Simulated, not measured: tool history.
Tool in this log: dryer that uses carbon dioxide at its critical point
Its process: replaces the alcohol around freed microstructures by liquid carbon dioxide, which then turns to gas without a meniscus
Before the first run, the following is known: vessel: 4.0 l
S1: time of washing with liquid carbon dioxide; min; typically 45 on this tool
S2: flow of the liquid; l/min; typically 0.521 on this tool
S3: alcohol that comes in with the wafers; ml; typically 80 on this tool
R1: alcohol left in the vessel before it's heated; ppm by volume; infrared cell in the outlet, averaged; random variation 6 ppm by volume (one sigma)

run    day  S1     S2  S3    R1
  1  0.000  45  0.521  80   361
  2  0.329  52  0.521  80   215
  3  0.712  52  0.521  80   213
  4  1.046  46  0.521  80   349
  5  1.488  46  0.521  80   352
  6  1.683  46  0.521  80   365
  7  1.975  45  0.521  80   394
  8  2.304  45  0.521  80   391
  9  2.608  36  0.521  80   860
 10  2.862  45  0.521  80   408
 11  3.212  45  0.521  80   410
 12  3.583  45  0.324  80  1689
 13  3.846  45  0.324  80  1724
 14  4.071  45  0.324  80  1681
 15  4.312  45  0.330  80  1693
 16  4.738  33  0.392  45  1294
 17  4.938  33  0.392  45  1309
 18  5.400  32  0.381  26   907
 19  5.696  45  0.483  80   588
 20  5.888  45  0.479  84   637
 21  6.104  45  0.479  84   641
 22  6.371  65  0.479  37   118
 23  6.638  65  0.479  37   120
 24  6.912  41  0.316  37  1143
 25  7.125  41  0.316  37  1132
     7.358  -- inlet filter changed
 26  7.554  67  0.609  53    83
 27  7.967  42  0.362  30   474
 28  8.317  64  0.336  24   177

3 options for the next run, each taken on its own from the tool as it stands now. Forecast them:
  A  8.596  68  0.749  55   ?
  B  8.596  59  0.336  24   ?
  C  8.596  39  0.493  99   ?

run   R1
  A   80
  B  218
  C  720
With the hidden condition removed and each run's random variation left untouched, the same runs would have given:
run   R1
  A    7
  B  135
  C  606

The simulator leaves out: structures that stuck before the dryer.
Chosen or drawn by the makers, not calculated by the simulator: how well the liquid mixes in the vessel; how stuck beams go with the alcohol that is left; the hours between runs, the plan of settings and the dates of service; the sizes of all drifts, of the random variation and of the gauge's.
